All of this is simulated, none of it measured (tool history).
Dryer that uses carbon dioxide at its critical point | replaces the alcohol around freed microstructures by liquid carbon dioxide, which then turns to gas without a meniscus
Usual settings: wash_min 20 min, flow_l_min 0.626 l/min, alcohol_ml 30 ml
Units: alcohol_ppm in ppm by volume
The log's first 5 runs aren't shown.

{"run": 6, "hour": 141.0, "wash_min": 20, "flow_l_min": 0.626, "alcohol_ml": 44, "alcohol_ppm": 347}
{"run": 7, "hour": 181.0, "wash_min": 20, "flow_l_min": 0.626, "alcohol_ml": 44, "alcohol_ppm": 363}
{"run": 8, "hour": 209.9, "wash_min": 20, "flow_l_min": 0.476, "alcohol_ml": 30, "alcohol_ppm": 669}
{"run": 9, "hour": 232.5, "wash_min": 14, "flow_l_min": 0.626, "alcohol_ml": 30, "alcohol_ppm": 802}
{"run": 10, "hour": 271.9, "wash_min": 20, "flow_l_min": 0.626, "alcohol_ml": 42, "alcohol_ppm": 364}
{"run": 11, "hour": 308.9, "wash_min": 20, "flow_l_min": 0.626, "alcohol_ml": 120, "alcohol_ppm": 893}
{"run": 12, "hour": 341.2, "wash_min": 20, "flow_l_min": 0.626, "alcohol_ml": 120, "alcohol_ppm": 911}
{"run": 13, "hour": 361.9, "wash_min": 20, "flow_l_min": 0.626, "alcohol_ml": 120, "alcohol_ppm": 932}
{"run": 14, "hour": 389.1, "wash_min": 20, "flow_l_min": 0.626, "alcohol_ml": 120, "alcohol_ppm": 945}
{"run": 15, "hour": 428.6, "wash_min": 20, "flow_l_min": 0.626, "alcohol_ml": 120, "alcohol_ppm": 916}
{"run": 16, "hour": 453.0, "wash_min": 20, "flow_l_min": 0.604, "alcohol_ml": 30, "alcohol_ppm": 337}
{"run": 17, "hour": 488.1, "wash_min": 20, "flow_l_min": 0.604, "alcohol_ml": 30, "alcohol_ppm": 356}
{"run": 18, "hour": 517.4, "wash_min": 20, "flow_l_min": 0.604, "alcohol_ml": 30, "alcohol_ppm": 345}
{"run": 19, "hour": 539.0, "wash_min": 12, "flow_l_min": 0.604, "alcohol_ml": 30, "alcohol_ppm": 1400}
{"run": 20, "hour": 583.0, "wash_min": 12, "flow_l_min": 0.604, "alcohol_ml": 30, "alcohol_ppm": 1411}
{"run": 21, "hour": 616.6, "wash_min": 20, "flow_l_min": 0.626, "alcohol_ml": 30, "alcohol_ppm": 325}
{"run": 22, "hour": 640.0, "wash_min": 20, "flow_l_min": 0.626, "alcohol_ml": 30, "alcohol_ppm": 317}
{"run": 23, "hour": 670.5, "wash_min": 20, "flow_l_min": 0.626, "alcohol_ml": 30, "alcohol_ppm": 328}
{"hour": 716.5, "done": "inlet filter changed"}
{"run": 24, "hour": 717.6, "wash_min": 20, "flow_l_min": 0.545, "alcohol_ml": 30, "alcohol_ppm": 365}
{"run": 25, "hour": 747.6, "wash_min": 20, "flow_l_min": 0.545, "alcohol_ml": 30, "alcohol_ppm": 370}
{"run": 26, "hour": 792.5, "wash_min": 20, "flow_l_min": 0.545, "alcohol_ml": 30, "alcohol_ppm": 373}
{"run": 27, "hour": 817.8, "wash_min": 20, "flow_l_min": 0.545, "alcohol_ml": 110, "alcohol_ppm": 1132}
{"run": 28, "hour": 850.5, "wash_min": 20, "flow_l_min": 0.545, "alcohol_ml": 110, "alcohol_ppm": 1158}
{"run": 29, "hour": 889.8, "wash_min": 19, "flow_l_min": 0.704, "alcohol_ml": 22, "alcohol_ppm": 195}

Forecast run 30:
{"run": 30, "hour": 909.1, "wash_min": 19, "flow_l_min": 0.704, "alcohol_ml": 22, "alcohol_ppm": "?"}

Run 30 gave alcohol_ppm 179 ppm by volume.
Without the tool's hidden state the same run would have given alcohol_ppm 71 ppm by volume.
